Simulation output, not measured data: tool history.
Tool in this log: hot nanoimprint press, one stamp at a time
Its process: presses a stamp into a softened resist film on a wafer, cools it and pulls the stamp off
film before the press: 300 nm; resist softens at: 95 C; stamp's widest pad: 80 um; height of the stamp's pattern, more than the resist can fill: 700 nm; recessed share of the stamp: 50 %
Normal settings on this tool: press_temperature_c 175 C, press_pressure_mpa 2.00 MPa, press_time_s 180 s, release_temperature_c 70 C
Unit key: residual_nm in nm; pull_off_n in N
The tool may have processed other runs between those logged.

run	hour	press_temperature_c	press_pressure_mpa	press_time_s	release_temperature_c	residual_nm	pull_off_n
1	0.0	175	2.00	180	70	123.0	203
2	38.9	175	2.00	180	70	123.2	199
3	74.8	175	2.00	180	70	122.1	205
4	98.1	186	2.00	180	70	88.8	198
5	133.6	186	2.00	180	70	89.0	199
6	165.5	175	1.46	180	70	142.3	198
7	189.3	175	1.46	180	70	143.1	196
# hour 202.1: stamp cleaned and given a new release coat
8	240.7	175	1.46	180	70	142.7	199
9	287.9	174	2.00	180	70	128.4	201
# hour 317.3: plate thermocouple calibrated
10	328.2	174	2.00	159	70	134.9	200
11	372.7	175	2.00	180	70	125.3	205
12	396.3	175	2.00	180	70	125.2	196
13	431.6	175	2.00	180	75	124.7	198
14	477.1	175	2.00	180	75	125.7	195
# hour 497.1: stamp cleaned and given a new release coat
15	514.4	175	2.00	180	75	125.5	194
16	550.8	175	2.00	180	75	125.3	197
17	583.9	175	2.89	153	75	113.0	195
# hour 593.7: gauge calibrated
18	618.1	182	2.00	180	57	99.5	211
19	660.6	182	2.00	180	57	99.6	216
20	692.2	183	1.74	180	70	103.6	200
21	722.1	180	2.70	244	70	80.2	202
22	760.3	175	2.00	130	59	140.4	211
23	782.2	175	1.94	180	70	125.7	204
# hour 792.5: stamp cleaned and given a new release coat
# hour 798.3: plate thermocouple calibrated
24	824.8	170	1.33	180	60	171.2	209
25	865.4	170	1.33	180	60	171.9	211
26	895.5	170	2.49	180	60	132.0	211
27	918.5	170	1.60	180	60	159.5	213
28	943.3	170	1.60	180	60	159.6	216
29	985.7	182	1.60	180	60	112.5	215
30	1024.3	175	2.00	176	70	126.0	201

Forecast each of these 4 alternatives for the next run:
A	1060.8	175	2.00	115	70	?	?
B	1060.8	179	2.00	180	76	?	?
C	1060.8	175	1.90	176	70	?	?
D	1060.8	175	2.00	106	70	?	?

run	residual_nm	pull_off_n
A	148.5	199
B	110.7	197
C	130.0	199
D	153.5	196
Had the tool no hidden state, the same runs would have come out as:
run	residual_nm	pull_off_n
A	145.5	199
B	108.5	196
C	127.4	199
D	150.4	196
